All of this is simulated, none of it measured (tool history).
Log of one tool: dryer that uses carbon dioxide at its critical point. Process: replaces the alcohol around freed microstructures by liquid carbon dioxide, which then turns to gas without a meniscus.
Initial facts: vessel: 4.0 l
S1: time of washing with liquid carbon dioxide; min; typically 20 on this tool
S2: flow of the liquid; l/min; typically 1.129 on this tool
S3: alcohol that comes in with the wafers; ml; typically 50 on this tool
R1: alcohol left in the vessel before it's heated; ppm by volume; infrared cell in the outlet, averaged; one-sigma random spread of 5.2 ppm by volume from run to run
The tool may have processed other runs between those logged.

| run | hour | S1 | S2 | S3 | R1 |
|---|---|---|---|---|---|
| 1 | 0.0 | 20 | 1.129 | 50 | 142 |
| 2 | 9.5 | 20 | 1.129 | 50 | 135 |
| 3 | 21.0 | 20 | 1.129 | 50 | 140 |
| 4 | 35.8 | 20 | 1.129 | 50 | 150 |
| 5 | 47.2 | 20 | 1.129 | 50 | 151 |
| 6 | 57.8 | 20 | 1.129 | 50 | 151 |
| 7 | 68.2 | 20 | 1.129 | 50 | 149 |
| 8 | 78.5 | 20 | 1.129 | 50 | 152 |
| 9 | 91.1 | 20 | 1.129 | 50 | 159 |
| 10 | 102.0 | 20 | 1.129 | 50 | 147 |
| 11 | 114.4 | 20 | 1.129 | 50 | 151 |
| 12 | 130.2 | 20 | 1.129 | 50 | 167 |
| 13 | 139.3 | 20 | 1.129 | 50 | 168 |
| 14 | 157.3 | 20 | 1.129 | 50 | 162 |
| 15 | 174.5 | 20 | 1.129 | 50 | 163 |
| 16 | 193.1 | 20 | 1.129 | 50 | 169 |
| 17 | 212.4 | 20 | 1.129 | 50 | 169 |
| 18 | 230.5 | 20 | 1.129 | 50 | 165 |
| 19 | 247.6 | 20 | 1.129 | 26 | 103 |
| 20 | 261.1 | 20 | 1.129 | 26 | 109 |
| 21 | 274.1 | 20 | 1.129 | 26 | 121 |
| 22 | 287.6 | 15 | 1.330 | 33 | 189 |
| 23 | 296.9 | 15 | 1.330 | 33 | 193 |
| 24 | 312.6 | 28 | 1.129 | 21 | 62 |
| 25 | 323.0 | 15 | 1.170 | 22 | 221 |
| 26 | 340.5 | 25 | 1.129 | 50 | 95 |
| 27 | 357.8 | 25 | 1.129 | 50 | 87 |
| 28 | 374.0 | 13 | 0.790 | 68 | 2410 |
| 29 | 388.9 | 17 | 1.740 | 35 | 80 |
|  | 394.9 | inlet filter changed |
| 30 | 408.1 | 17 | 0.870 | 35 | 429 |
| 31 | 423.6 | 32 | 1.129 | 50 | 49 |
| 32 | 441.7 | 15 | 0.680 | 68 | 2041 |
| 33 | 453.3 | 18 | 1.129 | 50 | 209 |
| 34 | 469.4 | 24 | 1.460 | 25 | 52 |
| 35 | 484.2 | 20 | 1.670 | 86 | 72 |

Here are 3 independent what-if runs from the current tool condition. What would each one return?
| A | 497.4 | 16 | 0.770 | 50 | ? |
| B | 497.4 | 23 | 0.980 | 35 | ? |
| C | 497.4 | 20 | 1.070 | 65 | ? |

| run | R1 |
|---|---|
| A | 1007 |
| B | 122 |
| C | 227 |
Stripped of hidden state, with their random variation kept, the same runs would have yielded:
| run | R1 |
|---|---|
| A | 911 |
| B | 66 |
| C | 163 |
